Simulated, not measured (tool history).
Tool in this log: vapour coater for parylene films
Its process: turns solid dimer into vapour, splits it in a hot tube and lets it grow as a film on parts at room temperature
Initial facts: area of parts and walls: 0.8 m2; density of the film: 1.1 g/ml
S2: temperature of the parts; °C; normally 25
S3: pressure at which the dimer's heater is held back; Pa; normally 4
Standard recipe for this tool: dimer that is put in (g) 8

run 1 hour=0 | dimer_that_is_put_in_(g)=8 S2=25 S3=4 | thickness_of_the_film_(µm)=4.15
run 2 hour=19.4 | dimer_that_is_put_in_(g)=8 S2=25 S3=4 | thickness_of_the_film_(µm)=4.02
run 3 hour=33.5 | dimer_that_is_put_in_(g)=8 S2=25 S3=4 | thickness_of_the_film_(µm)=4.05
run 4 hour=42.4 | dimer_that_is_put_in_(g)=8 S2=25 S3=4 | thickness_of_the_film_(µm)=4.01
run 5 hour=51.7 | dimer_that_is_put_in_(g)=8 S2=25 S3=4 | thickness_of_the_film_(µm)=4.05
run 6 hour=61.9 | dimer_that_is_put_in_(g)=5 S2=25 S3=4 | thickness_of_the_film_(µm)=2.5
run 7 hour=77.5 | dimer_that_is_put_in_(g)=5 S2=25 S3=4 | thickness_of_the_film_(µm)=2.5
run 8 hour=88 | dimer_that_is_put_in_(g)=8 S2=25 S3=4 | thickness_of_the_film_(µm)=3.95
run 9 hour=101.1 | dimer_that_is_put_in_(g)=3 S2=32 S3=9.78 | thickness_of_the_film_(µm)=1.14
run 10 hour=120.4 | dimer_that_is_put_in_(g)=3 S2=32 S3=9.78 | thickness_of_the_film_(µm)=1.16
run 11 hour=136.5 | dimer_that_is_put_in_(g)=4 S2=21 S3=2.12 | thickness_of_the_film_(µm)=2.27

What does the tool deliver on the next run?
run 12 hour=148 | dimer_that_is_put_in_(g)=5 S2=36 S3=4 | thickness_of_the_film_(µm)=?

{"run 12": {"thickness of the film (µm)": 1.82}}
If the tool had no hidden condition, the same run with the same run-to-run variation would have returned thickness of the film (µm) 2.15.

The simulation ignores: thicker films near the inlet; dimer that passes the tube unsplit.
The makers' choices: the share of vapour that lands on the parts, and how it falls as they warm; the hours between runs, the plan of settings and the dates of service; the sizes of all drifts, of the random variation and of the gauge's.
